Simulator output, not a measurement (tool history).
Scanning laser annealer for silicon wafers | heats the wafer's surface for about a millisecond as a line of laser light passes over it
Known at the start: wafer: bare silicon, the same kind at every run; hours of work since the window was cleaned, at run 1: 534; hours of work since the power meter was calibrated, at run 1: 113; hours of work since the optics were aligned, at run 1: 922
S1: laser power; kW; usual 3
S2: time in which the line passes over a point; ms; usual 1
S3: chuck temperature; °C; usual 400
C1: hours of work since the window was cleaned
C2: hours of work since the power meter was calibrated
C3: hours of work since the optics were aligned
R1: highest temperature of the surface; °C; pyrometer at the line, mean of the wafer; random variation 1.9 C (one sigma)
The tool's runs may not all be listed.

Run 1, hour 0: usual settings; C1 534; C2 113; C3 922. Result: R1 1126 °C.
Run 2, hour 6.5: usual settings; C1 539; C2 118; C3 927. Result: R1 1130 °C.
Run 3, hour 15.3: usual settings; C1 546; C2 124; C3 933. Result: R1 1127 °C.
Run 4, hour 20.8: usual settings; C1 550; C2 128; C3 937. Result: R1 1128 °C.
Run 5, hour 29.5: usual settings; C1 556; C2 135; C3 944. Result: R1 1124 °C.
Run 6, hour 36.4: usual settings but S1 2.916 kW; C1 561; C2 140; C3 949. Result: R1 1109 °C.
Run 7, hour 46.3: usual settings; C1 568; C2 147; C3 956. Result: R1 1126 °C.
Run 8, hour 53.8: usual settings but S3 373 °C; C1 573; C2 152; C3 961. Result: R1 1100 °C.
Run 9, hour 63: usual settings but S3 373 °C; C1 580; C2 159; C3 968. Result: R1 1095 °C.
Run 10, hour 69: usual settings but S3 373 °C; C1 584; C2 163; C3 972. Result: R1 1096 °C.
Run 11, hour 77.1: usual settings but S3 373 °C; C1 590; C2 169; C3 978. Result: R1 1100 °C.
Run 12, hour 84: usual settings but S2 0.92 ms; C1 595; C2 174; C3 983. Result: R1 1091 °C.
Run 13, hour 94.1: usual settings but S1 2.834 kW, S3 408 °C; C1 602; C2 181; C3 990. Result: R1 1092 °C.
Run 14, hour 104.3: usual settings but S1 3.188 kW, S2 0.85 ms, S3 387 °C; C1 610; C2 189; C3 998. Result: R1 1088 °C.
Run 15, hour 109.3: usual settings but S1 2.996 kW, S2 0.83 ms, S3 362 °C; C1 613; C2 192; C3 1001. Result: R1 1010 °C.
Run 16, hour 114.9: usual settings but S1 3.202 kW, S2 0.76 ms, S3 434 °C; C1 617; C2 196; C3 1005. Result: R1 1095 °C.
Run 17, hour 124.1: usual settings but S1 2.638 kW, S2 0.79 ms, S3 419 °C; C1 624; C2 203; C3 1012. Result: R1 973 °C.
Run 18, hour 133.6: usual settings but S1 2.638 kW, S2 0.79 ms, S3 419 °C; C1 631; C2 210; C3 1019. Result: R1 975 °C.
Run 19, hour 142.6: usual settings but S2 1.1 ms; C1 637; C2 216; C3 1025. Result: R1 1157 °C.
Run 20, hour 152.1: usual settings but S1 3.143 kW, S2 1.1 ms, S3 417 °C; C1 644; C2 223; C3 1032. Result: R1 1217 °C.
Run 21, hour 161.4: usual settings but S1 3.143 kW, S2 1.1 ms, S3 417 °C; C1 651; C2 230; C3 1039. Result: R1 1216 °C.
Run 22, hour 167: usual settings but S1 3.143 kW, S2 1.1 ms, S3 417 °C; C1 655; C2 234; C3 1043. Result: R1 1213 °C.
Run 23, hour 177.2: usual settings but S1 3.143 kW, S2 1.1 ms, S3 417 °C; C1 662; C2 241; C3 1050. Result: R1 1214 °C.

3 ways to go on from here, each from the tool as it stands after run 23. What would each give?
Run A, hour 187.3: usual settings but S1 3.16 kW, S2 0.74 ms; C1 670; C2 249; C3 1058. Result: R1 ?.
Run B, hour 187.3: usual settings but S1 2.843 kW, S3 398 °C; C1 670; C2 249; C3 1058. Result: R1 ?.
Run C, hour 187.3: usual settings but S1 3.182 kW, S2 1.18 ms, S3 417 °C; C1 670; C2 249; C3 1058. Result: R1 ?.

run    R1
  A  1035
  B  1081
  C  1259
Without the tool's hidden state the same runs would have given:
run    R1
  A  1079
  B  1128
  C  1317
